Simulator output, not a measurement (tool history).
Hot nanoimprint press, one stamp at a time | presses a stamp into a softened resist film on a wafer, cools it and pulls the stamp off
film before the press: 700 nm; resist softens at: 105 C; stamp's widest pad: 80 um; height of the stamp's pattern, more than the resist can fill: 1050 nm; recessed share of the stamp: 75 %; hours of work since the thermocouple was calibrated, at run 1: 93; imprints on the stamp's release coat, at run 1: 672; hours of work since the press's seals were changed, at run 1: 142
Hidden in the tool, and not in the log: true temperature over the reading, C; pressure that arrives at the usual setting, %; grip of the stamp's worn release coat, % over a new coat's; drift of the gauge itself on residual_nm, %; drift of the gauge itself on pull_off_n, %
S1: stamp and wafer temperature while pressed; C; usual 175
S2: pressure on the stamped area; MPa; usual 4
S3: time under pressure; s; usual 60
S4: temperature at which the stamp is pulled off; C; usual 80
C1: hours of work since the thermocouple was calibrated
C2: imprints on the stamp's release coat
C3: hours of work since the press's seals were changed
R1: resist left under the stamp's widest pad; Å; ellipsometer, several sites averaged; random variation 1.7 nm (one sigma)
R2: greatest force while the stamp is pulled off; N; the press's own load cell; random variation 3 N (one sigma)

run 1 day=0 | S1=175 S2=4 S3=60 S4=80 | C1=93 C2=672 C3=142 | R1=3611 R2=143
run 2 day=0.362 | S1=175 S2=4 S3=60 S4=80 | C1=100 C2=699 C3=149 | R1=3609 R2=138
run 3 day=0.792 | S1=175 S2=4 S3=60 S4=80 | C1=108 C2=730 C3=157 | R1=3659 R2=144
run 4 day=1.138 | S1=175 S2=4 S3=60 S4=80 | C1=114 C2=755 C3=163 | R1=3625 R2=146
run 5 day=1.517 | S1=175 S2=4 S3=60 S4=80 | C1=122 C2=783 C3=171 | R1=3630 R2=142
run 6 day=1.946 | S1=175 S2=4 S3=86 S4=80 | C1=130 C2=814 C3=179 | R1=3236 R2=145
run 7 day=2.221 | S1=175 S2=4 S3=86 S4=80 | C1=135 C2=834 C3=184 | R1=3274 R2=147
run 8 day=2.433 | S1=175 S2=4 S3=86 S4=80 | C1=139 C2=849 C3=188 | R1=3228 R2=141
run 9 day=2.742 | S1=175 S2=4 S3=86 S4=80 | C1=145 C2=872 C3=194 | R1=3232 R2=145
run 10 day=3.104 | S1=175 S2=4 S3=86 S4=80 | C1=152 C2=898 C3=201 | R1=3265 R2=143
run 11 day=3.421 | S1=175 S2=4 S3=86 S4=80 | C1=158 C2=921 C3=207 | R1=3254 R2=144
run 12 day=3.762 | S1=175 S2=4 S3=86 S4=80 | C1=164 C2=946 C3=213 | R1=3252 R2=144
-- day=4.029 stamp cleaned and given a new release coat
run 13 day=4.375 | S1=175 S2=4 S3=60 S4=80 | C1=171 C2=25 C3=220 | R1=3674 R2=139
run 14 day=4.554 | S1=175 S2=4 S3=60 S4=80 | C1=174 C2=39 C3=223 | R1=3669 R2=142
run 15 day=4.733 | S1=175 S2=4 S3=60 S4=80 | C1=178 C2=52 C3=227 | R1=3687 R2=141
run 16 day=4.917 | S1=175 S2=4 S3=60 S4=73 | C1=181 C2=65 C3=230 | R1=3661 R2=167
run 17 day=5.342 | S1=173 S2=3.85 S3=56 S4=69 | C1=189 C2=96 C3=238 | R1=4139 R2=196
run 18 day=5.679 | S1=175 S2=4.09 S3=60 S4=66 | C1=196 C2=120 C3=245 | R1=3629 R2=198
run 19 day=6.117 | S1=175 S2=4.09 S3=60 S4=66 | C1=204 C2=152 C3=253 | R1=3603 R2=198
run 20 day=6.312 | S1=174 S2=6.2 S3=60 S4=66 | C1=208 C2=167 C3=257 | R1=3045 R2=197
run 21 day=6.567 | S1=174 S2=2.86 S3=60 S4=79 | C1=213 C2=185 C3=262 | R1=4477 R2=146
run 22 day=6.921 | S1=174 S2=2.86 S3=60 S4=79 | C1=219 C2=211 C3=268 | R1=4505 R2=147
run 23 day=7.338 | S1=174 S2=2.86 S3=60 S4=79 | C1=227 C2=241 C3=276 | R1=4449 R2=150
run 24 day=7.712 | S1=172 S2=4 S3=109 S4=80 | C1=234 C2=268 C3=283 | R1=3455 R2=143
run 25 day=7.938 | S1=183 S2=4.93 S3=60 S4=80 | C1=239 C2=285 C3=288 | R1=2333 R2=144

Forecast run 26:
run 26 day=8.133 | S1=169 S2=3.32 S3=35 S4=76 | C1=242 C2=299 C3=291 | R1=? R2=?

Run 26 gave R1 5576 Å, R2 156 N.
Without the tool's hidden state the same run would have given R1 5480 Å, R2 156 N.
